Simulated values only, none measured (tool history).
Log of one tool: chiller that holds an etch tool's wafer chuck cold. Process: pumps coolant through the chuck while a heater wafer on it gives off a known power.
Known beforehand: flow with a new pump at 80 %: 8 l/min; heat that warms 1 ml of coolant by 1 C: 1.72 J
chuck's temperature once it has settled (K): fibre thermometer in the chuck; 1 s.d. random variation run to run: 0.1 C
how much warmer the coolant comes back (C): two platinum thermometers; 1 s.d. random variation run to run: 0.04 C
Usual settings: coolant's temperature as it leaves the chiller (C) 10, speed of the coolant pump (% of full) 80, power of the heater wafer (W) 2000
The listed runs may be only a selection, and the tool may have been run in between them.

run,hour,coolant's temperature as it leaves the chiller (C),speed of the coolant pump (% of full),power of the heater wafer (W),chuck's temperature once it has settled (K),how much warmer the coolant comes back (C)
1,0.0,10,80,2000,299.05,8.70
2,30.7,10,80,2000,299.25,8.65
3,50.5,10,80,2000,299.15,8.78
4,76.1,10,80,2000,299.15,8.76
5,104.2,10,80,2000,299.05,8.80
6,137.8,10,80,1588,295.75,6.92
7,163.1,10,80,1588,295.85,6.93
8,192.7,10,80,1588,295.75,6.93
9,217.0,9,80,2000,298.25,8.80
10,251.3,9,80,2000,298.25,8.71
11,282.9,10,80,2000,299.05,8.65
12,304.4,10,80,2000,299.05,8.75
13,320.7,10,80,2000,299.05,8.76
14,338.7,10,80,2000,299.15,8.74
15,366.8,10,80,2000,299.15,8.65
16,395.0,10,80,2000,298.85,8.69
17,423.8,9,78,1136,291.45,5.07
18,446.9,9,78,1136,291.35,5.18
19,468.5,12,83,1157,294.15,4.84
20,495.6,14,72,1208,297.45,5.91
21,516.5,2,63,2684,301.35,15.34
22,548.2,10,93,2000,297.25,7.39
23,584.2,15,62,1818,306.25,10.60
24,616.2,10,80,1046,291.35,4.52
25,654.2,10,80,1313,293.35,5.69
26,686.2,10,64,2000,302.45,11.24
27,711.9,13,68,2000,304.55,10.52
28,746.2,0,95,2220,288.55,7.97
29,779.3,0,95,2220,288.65,7.97
30,805.7,3,78,2140,293.65,9.56
31,841.5,19,91,1140,300.45,4.31
32,878.3,19,91,1140,300.25,4.30

4 options for the next run, each taken on its own from the tool as it stands now. Forecast them:
A,916.6,10,65,2000,?,?
B,916.6,13,91,1140,?,?
C,916.6,4,96,2830,?,?
D,916.6,14,88,1376,?,?

run,chuck's temperature once it has settled (K),how much warmer the coolant comes back (C)
A,301.95,11.12
B,294.35,4.33
C,296.65,10.00
D,297.15,5.42
Had the tool no hidden state, the same runs would have come out as:
run,chuck's temperature once it has settled (K),how much warmer the coolant comes back (C)
A,301.95,11.11
B,294.35,4.32
C,296.65,10.00
D,297.15,5.41
